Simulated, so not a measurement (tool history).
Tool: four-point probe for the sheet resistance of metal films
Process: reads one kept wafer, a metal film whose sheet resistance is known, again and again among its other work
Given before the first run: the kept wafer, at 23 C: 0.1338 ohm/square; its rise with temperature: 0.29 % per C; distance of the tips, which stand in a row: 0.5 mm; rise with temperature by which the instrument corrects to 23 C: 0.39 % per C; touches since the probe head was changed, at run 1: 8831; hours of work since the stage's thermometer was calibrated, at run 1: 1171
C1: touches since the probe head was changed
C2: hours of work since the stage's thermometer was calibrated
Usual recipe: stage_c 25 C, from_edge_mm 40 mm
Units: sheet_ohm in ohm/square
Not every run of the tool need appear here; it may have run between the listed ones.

Run 1, day 0: usual settings; C1 8831; C2 1171. Result: sheet_ohm 0.133911 ohm/square.
Run 2, day 0.746: usual settings but from_edge_mm 3 mm; C1 9026; C2 1179. Result: sheet_ohm 0.135888 ohm/square.
Run 3, day 1.542: usual settings but from_edge_mm 3 mm; C1 9232; C2 1187. Result: sheet_ohm 0.135896 ohm/square.
Run 4, day 2.417: usual settings; C1 9461; C2 1197. Result: sheet_ohm 0.133929 ohm/square.
Run 5, day 3.208: usual settings but from_edge_mm 6 mm; C1 9667; C2 1206. Result: sheet_ohm 0.134412 ohm/square.
Run 6, day 3.804: usual settings but from_edge_mm 6 mm; C1 9822; C2 1212. Result: sheet_ohm 0.134413 ohm/square.
Run 7, day 4.488: usual settings but from_edge_mm 11 mm; C1 10000; C2 1219. Result: sheet_ohm 0.134079 ohm/square.
Run 8, day 5.179: usual settings but from_edge_mm 49 mm; C1 10180; C2 1227. Result: sheet_ohm 0.133912 ohm/square.
Run 9, day 5.921: usual settings but from_edge_mm 35 mm; C1 10374; C2 1235. Result: sheet_ohm 0.133898 ohm/square.
Run 10, day 6.329: usual settings but from_edge_mm 5 mm; C1 10480; C2 1239. Result: sheet_ohm 0.134655 ohm/square.
Run 11, day 7.012: usual settings; C1 10658; C2 1247. Result: sheet_ohm 0.133937 ohm/square.
Run 12, day 7.529: usual settings but from_edge_mm 54 mm; C1 10793; C2 1252. Result: sheet_ohm 0.13387 ohm/square.
Run 13, day 8.354: usual settings but from_edge_mm 54 mm; C1 11007; C2 1261. Result: sheet_ohm 0.1339 ohm/square.
Run 14, day 9.238: usual settings but from_edge_mm 54 mm; C1 11238; C2 1271. Result: sheet_ohm 0.133903 ohm/square.
Run 15, day 9.796: usual settings but from_edge_mm 48 mm; C1 11383; C2 1277. Result: sheet_ohm 0.133933 ohm/square.
Run 16, day 10.475: usual settings but from_edge_mm 48 mm; C1 11560; C2 1284. Result: sheet_ohm 0.13394 ohm/square.
Run 17, day 11.296: usual settings but from_edge_mm 48 mm; C1 11774; C2 1293. Result: sheet_ohm 0.133969 ohm/square.
Run 18, day 12.079: usual settings but from_edge_mm 48 mm; C1 11978; C2 1301. Result: sheet_ohm 0.133923 ohm/square.
Run 19, day 12.821: usual settings but stage_c 22 C, from_edge_mm 24 mm; C1 12171; C2 1309. Result: sheet_ohm 0.134381 ohm/square.
Run 20, day 13.638: usual settings but stage_c 26 C, from_edge_mm 14 mm; C1 12384; C2 1318. Result: sheet_ohm 0.133897 ohm/square.
Run 21, day 14.475: usual settings but stage_c 26 C, from_edge_mm 5 mm; C1 12602; C2 1327. Result: sheet_ohm 0.134459 ohm/square.
Run 22, day 14.946: usual settings but stage_c 19 C, from_edge_mm 15 mm; C1 12724; C2 1332. Result: sheet_ohm 0.134839 ohm/square.
Run 23, day 15.504: usual settings but stage_c 19 C, from_edge_mm 15 mm; C1 12870; C2 1338. Result: sheet_ohm 0.134815 ohm/square.
Run 24, day 16.258: usual settings but stage_c 24 C, from_edge_mm 4 mm; C1 13066; C2 1347. Result: sheet_ohm 0.135228 ohm/square.
Run 25, day 17.146: usual settings but stage_c 31 C, from_edge_mm 4 mm; C1 13298; C2 1356. Result: sheet_ohm 0.134269 ohm/square.
Run 26, day 17.692: usual settings but stage_c 31 C, from_edge_mm 4 mm; C1 13440; C2 1362. Result: sheet_ohm 0.134307 ohm/square.
Run 27, day 18.267: usual settings but from_edge_mm 58 mm; C1 13590; C2 1368. Result: sheet_ohm 0.13393 ohm/square.
Run 28, day 18.888: usual settings but from_edge_mm 58 mm; C1 13752; C2 1375. Result: sheet_ohm 0.13395 ohm/square.
Run 29, day 19.508: usual settings but stage_c 20 C, from_edge_mm 5 mm; C1 13914; C2 1382. Result: sheet_ohm 0.135334 ohm/square.
Run 30, day 20.288: usual settings but stage_c 20 C, from_edge_mm 5 mm; C1 14116; C2 1390. Result: sheet_ohm 0.13535 ohm/square.
Run 31, day 20.917: usual settings but stage_c 24 C, from_edge_mm 11 mm; C1 14280; C2 1397. Result: sheet_ohm 0.134215 ohm/square.
Run 32, day 21.796: usual settings but from_edge_mm 4 mm; C1 14509; C2 1406. Result: sheet_ohm 0.135059 ohm/square.
Run 33, day 22.3: usual settings but from_edge_mm 3 mm; C1 14640; C2 1412. Result: sheet_ohm 0.135944 ohm/square.

Below, each run's measurement less what the same run would have read without the hidden state. Both values contain the same run-to-run variation, but the gauge's scatter may not be the same in both:
Hidden state at play: inner tips' distance over the nominal, %; tips' flats over new ones', %; wafer's true temperature over the reading, C; drift of the gauge itself on sheet_ohm, %.
run  sheet_ohm
  1  +0.000355
  2  +0.000362
  3  +0.000364
  4  +0.000361
  5  +0.000363
  6  +0.000365
  7  +0.000366
  8  +0.000367
  9  +0.000369
 10  +0.000372
 11  +0.000371
 12  +0.000372
 13  +0.000374
 14  +0.000377
 15  +0.000378
 16  +0.000379
 17  +0.000381
 18  +0.000382
 19  +0.000387
 20  +0.000385
 21  +0.000389
 22  +0.000394
 23  +0.000396
 24  +0.000396
 25  +0.000392
 26  +0.000393
 27  +0.000396
 28  +0.000397
 29  +0.000406
 30  +0.000408
 31  +0.000404
 32  +0.000408
 33  +0.000411
